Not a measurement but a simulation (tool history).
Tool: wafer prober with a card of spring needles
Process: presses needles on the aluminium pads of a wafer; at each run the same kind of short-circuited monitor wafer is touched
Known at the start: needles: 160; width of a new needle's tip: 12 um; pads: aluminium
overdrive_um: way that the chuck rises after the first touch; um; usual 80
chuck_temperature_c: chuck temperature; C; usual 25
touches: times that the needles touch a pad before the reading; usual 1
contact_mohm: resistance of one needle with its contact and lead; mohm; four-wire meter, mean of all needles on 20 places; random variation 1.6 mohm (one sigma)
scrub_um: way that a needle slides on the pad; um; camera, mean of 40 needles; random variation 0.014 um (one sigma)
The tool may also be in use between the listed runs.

| run | hour | overdrive_um | chuck_temperature_c | touches | contact_mohm | scrub_um |
|---|---|---|---|---|---|---|
| 1 | 0.0 | 80 | 25 | 1 | 161 | 17.36 |
| 2 | 10.2 | 64 | 25 | 1 | 163 | 13.87 |
|  | 22.7 | tips cleaned on abrasive film |
| 3 | 29.0 | 64 | 25 | 1 | 161 | 13.88 |
| 4 | 41.7 | 64 | 25 | 1 | 164 | 13.90 |
|  | 45.2 | tips cleaned on abrasive film |
| 5 | 57.5 | 64 | 25 | 1 | 160 | 13.91 |
|  | 67.6 | tips cleaned on abrasive film |
| 6 | 72.5 | 80 | 52 | 1 | 166 | 17.39 |
| 7 | 86.9 | 62 | 25 | 1 | 164 | 13.49 |
|  | 90.2 | tips cleaned on abrasive film |
| 8 | 99.1 | 62 | 25 | 1 | 162 | 13.48 |
|  | 108.3 | height of the first contact set anew |
| 9 | 108.3 | 80 | 25 | 1 | 161 | 17.44 |
|  | 114.0 | tips cleaned on abrasive film |
| 10 | 122.4 | 80 | 25 | 1 | 159 | 17.43 |
|  | 137.3 | tips cleaned on abrasive film |
| 11 | 141.8 | 80 | 25 | 1 | 163 | 17.42 |
| 12 | 155.9 | 80 | 25 | 1 | 161 | 17.48 |
|  | 159.9 | tips cleaned on abrasive film |
| 13 | 175.3 | 80 | 25 | 1 | 164 | 17.45 |
|  | 183.1 | tips cleaned on abrasive film |
| 14 | 186.9 | 80 | 25 | 1 | 159 | 17.48 |
|  | 205.8 | tips cleaned on abrasive film |
| 15 | 205.8 | 80 | 90 | 1 | 172 | 17.47 |
| 16 | 222.3 | 80 | 25 | 1 | 157 | 17.47 |
|  | 229.6 | tips cleaned on abrasive film |
| 17 | 230.9 | 80 | 50 | 1 | 162 | 17.50 |
| 18 | 239.6 | 96 | 25 | 1 | 158 | 20.99 |
| 19 | 249.4 | 63 | 25 | 2 | 161 | 13.81 |
|  | 252.7 | tips cleaned on abrasive film |
| 20 | 265.5 | 80 | 25 | 2 | 160 | 17.54 |
|  | 275.4 | tips cleaned on abrasive film |
| 21 | 283.0 | 66 | 90 | 1 | 173 | 14.45 |
|  | 298.0 | tips cleaned on abrasive film |
| 22 | 300.1 | 64 | 65 | 1 | 171 | 14.02 |
| 23 | 309.1 | 64 | 65 | 1 | 168 | 14.02 |
|  | 321.1 | tips cleaned on abrasive film |
| 24 | 327.4 | 63 | 101 | 1 | 178 | 13.83 |
|  | 344.3 | tips cleaned on abrasive film |
| 25 | 345.2 | 80 | 40 | 1 | 160 | 17.56 |
| 26 | 359.7 | 87 | 60 | 2 | 167 | 19.11 |
|  | 367.1 | tips cleaned on abrasive film |
| 27 | 369.1 | 87 | 30 | 2 | 160 | 19.14 |
| 28 | 386.4 | 64 | 30 | 1 | 164 | 14.09 |
|  | 389.4 | tips cleaned on abrasive film |
| 29 | 402.4 | 64 | 30 | 1 | 159 | 14.11 |
|  | 412.5 | tips cleaned on abrasive film |
| 30 | 416.4 | 80 | 25 | 1 | 158 | 17.62 |
| 31 | 429.2 | 78 | 25 | 2 | 159 | 17.19 |
|  | 435.6 | tips cleaned on abrasive film |
| 32 | 444.4 | 89 | 25 | 2 | 160 | 19.63 |
|  | 458.2 | tips cleaned on abrasive film |
| 33 | 460.2 | 80 | 25 | 2 | 160 | 17.66 |
| 34 | 477.1 | 73 | 98 | 1 | 176 | 16.11 |

Measured less the same run without the tool's hidden state. The same run-to-run variation is in both; the gauge's scatter may not be:
The hidden state here: debris on the tips, nm; way that the needles fall short of the set height, um; tips' diameter, um; drift of the gauge itself on contact_mohm, %; drift of the gauge itself on scrub_um, %.
| run | scrub_um |
|---|---|
| 1 | +0.00 |
| 2 | +0.01 |
| 3 | +0.01 |
| 4 | +0.02 |
| 5 | +0.03 |
| 6 | +0.05 |
| 7 | +0.04 |
| 8 | +0.05 |
| 9 | +0.07 |
| 10 | +0.08 |
| 11 | +0.09 |
| 12 | +0.11 |
| 13 | +0.12 |
| 14 | +0.13 |
| 15 | +0.13 |
| 16 | +0.14 |
| 17 | +0.15 |
| 18 | +0.19 |
| 19 | +0.13 |
| 20 | +0.18 |
| 21 | +0.15 |
| 22 | +0.16 |
| 23 | +0.16 |
| 24 | +0.17 |
| 25 | +0.23 |
| 26 | +0.26 |
| 27 | +0.27 |
| 28 | +0.21 |
| 29 | +0.22 |
| 30 | +0.28 |
| 31 | +0.28 |
| 32 | +0.33 |
| 33 | +0.31 |
| 34 | +0.29 |
contact_mohm: within 1 mohm of the measured result in every run.

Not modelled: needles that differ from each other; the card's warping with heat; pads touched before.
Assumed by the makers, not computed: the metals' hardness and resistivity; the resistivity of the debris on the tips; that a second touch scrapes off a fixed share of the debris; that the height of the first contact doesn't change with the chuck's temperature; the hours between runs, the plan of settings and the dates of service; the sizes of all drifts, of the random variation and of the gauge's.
